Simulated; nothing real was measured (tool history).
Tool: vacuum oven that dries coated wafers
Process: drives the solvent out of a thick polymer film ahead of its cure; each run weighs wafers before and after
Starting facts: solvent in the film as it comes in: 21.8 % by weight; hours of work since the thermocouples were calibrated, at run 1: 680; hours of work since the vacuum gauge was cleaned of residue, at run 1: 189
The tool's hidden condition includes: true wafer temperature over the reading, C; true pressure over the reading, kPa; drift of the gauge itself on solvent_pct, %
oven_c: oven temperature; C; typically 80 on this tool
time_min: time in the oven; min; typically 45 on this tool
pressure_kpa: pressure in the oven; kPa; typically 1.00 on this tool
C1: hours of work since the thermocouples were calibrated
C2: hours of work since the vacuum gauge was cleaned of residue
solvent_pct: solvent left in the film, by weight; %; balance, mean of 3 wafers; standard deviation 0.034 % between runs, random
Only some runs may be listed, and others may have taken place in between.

{"run": 1, "hour": 0.0, "oven_c": 80, "time_min": 45, "pressure_kpa": 1.0, "C1": 680, "C2": 189, "solvent_pct": 3.97}
{"run": 2, "hour": 10.6, "oven_c": 80, "time_min": 45, "pressure_kpa": 1.0, "C1": 687, "C2": 196, "solvent_pct": 3.92}
{"run": 3, "hour": 20.4, "oven_c": 80, "time_min": 45, "pressure_kpa": 1.0, "C1": 693, "C2": 202, "solvent_pct": 3.82}
{"run": 4, "hour": 34.4, "oven_c": 80, "time_min": 45, "pressure_kpa": 1.0, "C1": 702, "C2": 211, "solvent_pct": 3.87}
{"run": 5, "hour": 41.4, "oven_c": 80, "time_min": 24, "pressure_kpa": 1.0, "C1": 707, "C2": 216, "solvent_pct": 7.72}
{"run": 6, "hour": 48.2, "oven_c": 80, "time_min": 24, "pressure_kpa": 1.0, "C1": 711, "C2": 220, "solvent_pct": 7.82}
{"run": 7, "hour": 57.6, "oven_c": 80, "time_min": 24, "pressure_kpa": 3.93, "C1": 717, "C2": 226, "solvent_pct": 8.87}
{"run": 8, "hour": 65.6, "oven_c": 80, "time_min": 45, "pressure_kpa": 1.0, "C1": 723, "C2": 231, "solvent_pct": 3.93}
{"run": 9, "hour": 80.1, "oven_c": 80, "time_min": 24, "pressure_kpa": 1.0, "C1": 732, "C2": 241, "solvent_pct": 7.7}
{"run": 10, "hour": 86.7, "oven_c": 80, "time_min": 45, "pressure_kpa": 1.0, "C1": 736, "C2": 245, "solvent_pct": 3.95}
{"run": 11, "hour": 97.4, "oven_c": 80, "time_min": 45, "pressure_kpa": 1.0, "C1": 743, "C2": 252, "solvent_pct": 3.89}
{"run": 12, "hour": 109.3, "oven_c": 77, "time_min": 26, "pressure_kpa": 3.34, "C1": 751, "C2": 260, "solvent_pct": 9.58}
{"run": 13, "hour": 120.3, "oven_c": 69, "time_min": 25, "pressure_kpa": 2.68, "C1": 758, "C2": 267, "solvent_pct": 13.27}
{"run": 14, "hour": 128.4, "oven_c": 69, "time_min": 25, "pressure_kpa": 2.7, "C1": 764, "C2": 272, "solvent_pct": 13.39}
{"run": 15, "hour": 142.2, "oven_c": 69, "time_min": 25, "pressure_kpa": 2.7, "C1": 773, "C2": 281, "solvent_pct": 13.39}
{"run": 16, "hour": 151.5, "oven_c": 69, "time_min": 25, "pressure_kpa": 2.7, "C1": 779, "C2": 288, "solvent_pct": 13.3}
{"run": 17, "hour": 166.3, "oven_c": 90, "time_min": 25, "pressure_kpa": 3.12, "C1": 788, "C2": 297, "solvent_pct": 3.52}

Run 18 is up next; what results do you expect?
{"run": 18, "hour": 178.9, "oven_c": 77, "time_min": 45, "pressure_kpa": 1.0, "C1": 797, "C2": 305, "solvent_pct": "?"}

solvent_pct: 5.38 %
Take away the tool's hidden state, keep the run-to-run variation as it was, and the same run would have given solvent_pct 5.39 %.

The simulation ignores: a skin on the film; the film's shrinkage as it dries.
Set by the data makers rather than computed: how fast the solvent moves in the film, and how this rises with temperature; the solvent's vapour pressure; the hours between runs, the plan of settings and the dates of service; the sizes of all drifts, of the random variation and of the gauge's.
